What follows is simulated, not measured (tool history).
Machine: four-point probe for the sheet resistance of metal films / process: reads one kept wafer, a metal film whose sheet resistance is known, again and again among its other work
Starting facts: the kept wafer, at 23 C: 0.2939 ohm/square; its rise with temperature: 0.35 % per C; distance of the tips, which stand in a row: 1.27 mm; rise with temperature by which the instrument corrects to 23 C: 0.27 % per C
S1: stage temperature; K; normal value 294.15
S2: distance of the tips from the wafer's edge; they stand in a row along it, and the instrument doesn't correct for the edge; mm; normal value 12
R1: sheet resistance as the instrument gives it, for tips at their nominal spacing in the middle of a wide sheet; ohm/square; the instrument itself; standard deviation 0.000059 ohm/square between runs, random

run 1 hour=0.0 | S1=294.15 S2=12 | R1=0.295737
run 2 hour=21.3 | S1=294.15 S2=12 | R1=0.295768
run 3 hour=33.2 | S1=294.15 S2=12 | R1=0.295806
run 4 hour=49.3 | S1=294.15 S2=12 | R1=0.295729
run 5 hour=65.6 | S1=294.15 S2=12 | R1=0.295806
run 6 hour=82.0 | S1=294.15 S2=12 | R1=0.295813
run 7 hour=94.5 | S1=299.15 S2=12 | R1=0.297060
run 8 hour=109.3 | S1=294.15 S2=12 | R1=0.295906
run 9 hour=118.4 | S1=294.15 S2=12 | R1=0.295859
run 10 hour=138.2 | S1=294.15 S2=12 | R1=0.295782
run 11 hour=152.9 | S1=294.15 S2=12 | R1=0.295861
-- hour=154.6 stage's thermometer calibrated
run 12 hour=163.1 | S1=294.15 S2=12 | R1=0.296141
run 13 hour=179.7 | S1=294.15 S2=12 | R1=0.296055
-- hour=187.0 stage's thermometer calibrated, once more
run 14 hour=199.3 | S1=294.15 S2=12 | R1=0.295499
run 15 hour=209.0 | S1=294.15 S2=3 | R1=0.319343
run 16 hour=229.7 | S1=294.15 S2=3 | R1=0.319411
run 17 hour=248.3 | S1=294.15 S2=3 | R1=0.319391
run 18 hour=261.5 | S1=294.15 S2=40 | R1=0.294028
run 19 hour=275.8 | S1=301.15 S2=58 | R1=0.295717
run 20 hour=289.9 | S1=301.15 S2=58 | R1=0.295734
run 21 hour=311.2 | S1=298.15 S2=69 | R1=0.294841
run 22 hour=330.2 | S1=294.15 S2=18 | R1=0.294737
run 23 hour=351.4 | S1=293.15 S2=8 | R1=0.297458
run 24 hour=367.6 | S1=307.15 S2=21 | R1=0.297683
run 25 hour=379.2 | S1=292.15 S2=16 | R1=0.294374
run 26 hour=399.6 | S1=292.15 S2=16 | R1=0.294328
run 27 hour=421.4 | S1=292.15 S2=16 | R1=0.294431
run 28 hour=438.6 | S1=295.15 S2=11 | R1=0.296359
run 29 hour=450.1 | S1=295.15 S2=11 | R1=0.296177
run 30 hour=461.1 | S1=299.15 S2=6 | R1=0.302065
run 31 hour=480.8 | S1=299.15 S2=6 | R1=0.302190
run 32 hour=496.5 | S1=299.15 S2=12 | R1=0.296926
run 33 hour=505.5 | S1=298.15 S2=36 | R1=0.295250
run 34 hour=526.1 | S1=305.15 S2=4 | R1=0.311904
run 35 hour=544.5 | S1=303.15 S2=13 | R1=0.297662

Below are 4 alternative next runs, each starting from the tool's condition after run 35. Predict each:
run A hour=566.4 | S1=307.15 S2=7 | R1=?
run B hour=566.4 | S1=292.15 S2=7 | R1=?
run C hour=566.4 | S1=306.15 S2=13 | R1=?
run D hour=566.4 | S1=293.15 S2=12 | R1=?

run=A R1=0.302448
run=B R1=0.298558
run=C R1=0.298450
run=D R1=0.295552
What these runs would have given with no unlogged condition in the tool:
run=A R1=0.301830
run=B R1=0.297947
run=C R1=0.297840
run=D R1=0.294947

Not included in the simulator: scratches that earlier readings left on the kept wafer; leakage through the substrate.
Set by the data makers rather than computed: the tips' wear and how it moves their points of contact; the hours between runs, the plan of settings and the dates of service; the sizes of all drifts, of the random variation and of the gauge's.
